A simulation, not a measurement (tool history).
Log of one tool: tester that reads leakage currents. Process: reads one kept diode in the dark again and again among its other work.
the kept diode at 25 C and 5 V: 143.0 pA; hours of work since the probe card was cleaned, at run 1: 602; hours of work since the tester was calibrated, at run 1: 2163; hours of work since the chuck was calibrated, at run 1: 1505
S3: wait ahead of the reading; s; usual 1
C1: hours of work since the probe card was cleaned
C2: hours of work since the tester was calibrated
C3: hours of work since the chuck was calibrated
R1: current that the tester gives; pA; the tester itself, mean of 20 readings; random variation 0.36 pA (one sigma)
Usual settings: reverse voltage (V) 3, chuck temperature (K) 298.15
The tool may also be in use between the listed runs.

{"run": 1, "hour": 0.0, "reverse voltage (V)": 3, "chuck temperature (K)": 298.15, "S3": 1, "C1": 602, "C2": 2163, "C3": 1505, "R1": 132.66}
{"run": 2, "hour": 103.0, "reverse voltage (V)": 3, "chuck temperature (K)": 298.15, "S3": 1, "C1": 665, "C2": 2226, "C3": 1568, "R1": 133.07}
{"run": 3, "hour": 196.1, "reverse voltage (V)": 3, "chuck temperature (K)": 298.15, "S3": 1, "C1": 722, "C2": 2283, "C3": 1625, "R1": 134.21}
{"run": 4, "hour": 243.0, "reverse voltage (V)": 3, "chuck temperature (K)": 295.15, "S3": 1, "C1": 751, "C2": 2312, "C3": 1654, "R1": 107.97}
{"run": 5, "hour": 332.9, "reverse voltage (V)": 3, "chuck temperature (K)": 295.15, "S3": 1, "C1": 806, "C2": 2367, "C3": 1709, "R1": 108.19}
{"run": 6, "hour": 431.4, "reverse voltage (V)": 3, "chuck temperature (K)": 319.15, "S3": 1, "C1": 866, "C2": 2427, "C3": 1769, "R1": 568.2}
{"run": 7, "hour": 487.0, "reverse voltage (V)": 3, "chuck temperature (K)": 319.15, "S3": 1, "C1": 900, "C2": 2461, "C3": 1803, "R1": 572.82}
{"run": 8, "hour": 558.4, "reverse voltage (V)": 3, "chuck temperature (K)": 307.15, "S3": 1, "C1": 944, "C2": 2505, "C3": 1847, "R1": 257.42}
{"run": 9, "hour": 657.2, "reverse voltage (V)": 3, "chuck temperature (K)": 307.15, "S3": 1, "C1": 1005, "C2": 2566, "C3": 1908, "R1": 256.99}
{"run": 10, "hour": 733.7, "reverse voltage (V)": 7.58, "chuck temperature (K)": 298.15, "S3": 1, "C1": 1051, "C2": 2613, "C3": 1955, "R1": 190.05}
{"run": 11, "hour": 839.4, "reverse voltage (V)": 7.58, "chuck temperature (K)": 298.15, "S3": 1, "C1": 1116, "C2": 2677, "C3": 2019, "R1": 191.02}
{"run": 12, "hour": 917.0, "reverse voltage (V)": 7.58, "chuck temperature (K)": 298.15, "S3": 1, "C1": 1164, "C2": 2725, "C3": 2067, "R1": 192.74}
{"hour": 1010.9, "done": "chuck's temperature calibrated"}
{"run": 13, "hour": 1012.7, "reverse voltage (V)": 7.58, "chuck temperature (K)": 298.15, "S3": 1, "C1": 1221, "C2": 2782, "C3": 1, "R1": 168.87}
{"hour": 1022.8, "done": "tester calibrated"}
{"run": 14, "hour": 1066.6, "reverse voltage (V)": 7.58, "chuck temperature (K)": 298.15, "S3": 1, "C1": 1253, "C2": 27, "C3": 33, "R1": 170.37}
{"run": 15, "hour": 1145.1, "reverse voltage (V)": 7.58, "chuck temperature (K)": 298.15, "S3": 1, "C1": 1301, "C2": 75, "C3": 81, "R1": 169.29}
{"run": 16, "hour": 1234.3, "reverse voltage (V)": 8.09, "chuck temperature (K)": 298.15, "S3": 0.38, "C1": 1356, "C2": 130, "C3": 136, "R1": 175}
{"run": 17, "hour": 1330.4, "reverse voltage (V)": 3.61, "chuck temperature (K)": 299.15, "S3": 0.38, "C1": 1415, "C2": 189, "C3": 195, "R1": 142.12}
{"hour": 1402.5, "done": "tester calibrated, once more"}
{"run": 18, "hour": 1402.5, "reverse voltage (V)": 8.73, "chuck temperature (K)": 327.15, "S3": 2.04, "C1": 1458, "C2": 0, "C3": 238, "R1": 1241.96}
{"run": 19, "hour": 1507.3, "reverse voltage (V)": 3, "chuck temperature (K)": 303.15, "S3": 9.26, "C1": 1522, "C2": 64, "C3": 302, "R1": 176.1}
{"run": 20, "hour": 1585.5, "reverse voltage (V)": 6.23, "chuck temperature (K)": 318.15, "S3": 9.26, "C1": 1570, "C2": 112, "C3": 350, "R1": 631.14}
{"run": 21, "hour": 1637.2, "reverse voltage (V)": 3, "chuck temperature (K)": 304.15, "S3": 2.38, "C1": 1601, "C2": 144, "C3": 381, "R1": 189.38}
{"run": 22, "hour": 1695.3, "reverse voltage (V)": 3, "chuck temperature (K)": 304.15, "S3": 2.38, "C1": 1637, "C2": 179, "C3": 417, "R1": 190.25}
{"run": 23, "hour": 1765.5, "reverse voltage (V)": 3, "chuck temperature (K)": 304.15, "S3": 2.38, "C1": 1680, "C2": 222, "C3": 460, "R1": 190.56}
{"run": 24, "hour": 1861.2, "reverse voltage (V)": 3.89, "chuck temperature (K)": 300.15, "S3": 1.04, "C1": 1739, "C2": 281, "C3": 519, "R1": 158.29}
{"run": 25, "hour": 1924.7, "reverse voltage (V)": 3.89, "chuck temperature (K)": 298.15, "S3": 7.4, "C1": 1778, "C2": 320, "C3": 558, "R1": 137.23}
{"run": 26, "hour": 2002.6, "reverse voltage (V)": 3.89, "chuck temperature (K)": 298.15, "S3": 7.4, "C1": 1825, "C2": 368, "C3": 605, "R1": 137.71}
{"run": 27, "hour": 2095.3, "reverse voltage (V)": 3.89, "chuck temperature (K)": 298.15, "S3": 7.4, "C1": 1882, "C2": 425, "C3": 662, "R1": 138.02}

The same runs without the tool's hidden state, with the same run-to-run variation:
The hidden state here: stray current of the dirty probe card, pA a volt; current scale over the true one, %; true chuck temperature over the reading, C; drift of the gauge itself on leakage_pa, %.
run=1 R1=119.6
run=2 R1=119.49
run=3 R1=120.05
run=4 R1=96.06
run=5 R1=95.9
run=6 R1=512.67
run=7 R1=515.82
run=8 R1=228.95
run=9 R1=227.79
run=10 R1=165.44
run=11 R1=165.5
run=12 R1=166.38
run=13 R1=165.91
run=14 R1=166.88
run=15 R1=165.27
run=16 R1=170.07
run=17 R1=138.67
run=18 R1=1225.71
run=19 R1=172.08
run=20 R1=618.03
run=21 R1=184.27
run=22 R1=184.72
run=23 R1=184.53
run=24 R1=151.97
run=25 R1=131.11
run=26 R1=131.15
run=27 R1=130.93
